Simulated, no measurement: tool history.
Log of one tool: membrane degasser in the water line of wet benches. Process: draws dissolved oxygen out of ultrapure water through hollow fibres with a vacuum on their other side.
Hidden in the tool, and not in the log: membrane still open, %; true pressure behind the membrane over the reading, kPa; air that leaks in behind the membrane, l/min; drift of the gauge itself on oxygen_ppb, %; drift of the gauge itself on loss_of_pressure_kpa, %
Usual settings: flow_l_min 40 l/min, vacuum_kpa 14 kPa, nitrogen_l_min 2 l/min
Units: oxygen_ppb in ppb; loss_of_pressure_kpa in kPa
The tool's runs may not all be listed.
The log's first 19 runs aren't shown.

run,day,flow_l_min,vacuum_kpa,nitrogen_l_min,hours since the membrane was changed,hours since the vacuum gauge was calibrated,hours since the vacuum lines were made tight,oxygen_ppb,loss_of_pressure_kpa
20,26.846,40,16.1,1.31,2105,783,288,833.2,38.86
21,28.771,43,14,2,2151,829,334,562.6,41.57
22,29.642,56,32.2,0.98,2172,850,355,2422.5,54.13
23,30.433,30,12.5,1.77,2191,869,374,388.2,28.98
24,31.858,32,14,2,2225,903,408,425.6,30.93
25,33.588,32,14,2,2266,945,450,429.4,30.97
26,34.921,44,15.8,2,2298,977,482,653.2,42.51
27,36.138,44,15.8,2,2328,1006,511,658.2,42.76
28,37.808,28,13.8,1.37,2368,1046,551,492.6,27.05
29,38.725,31,13.1,1.37,2390,1068,573,515.4,29.82
30,39.712,58,32.5,3.67,2413,1092,597,1053.1,56.11
31,40.988,54,14,1.68,2444,1122,627,776.3,52.05

3 ways to go on from here, each from the tool as it stands after run 31. What would each give?
A,42.162,33,21.4,2.03,2472,1151,655,?,?
B,42.162,42,26.9,1.01,2472,1151,655,?,?
C,42.162,35,14,2,2472,1151,655,?,?

run,oxygen_ppb,loss_of_pressure_kpa
A,675.6,31.96
B,1710.2,40.72
C,463.9,33.87
Without the tool's hidden state the same runs would have given:
run,oxygen_ppb,loss_of_pressure_kpa
A,675.4,31.95
B,1710,40.7
C,463.8,33.85
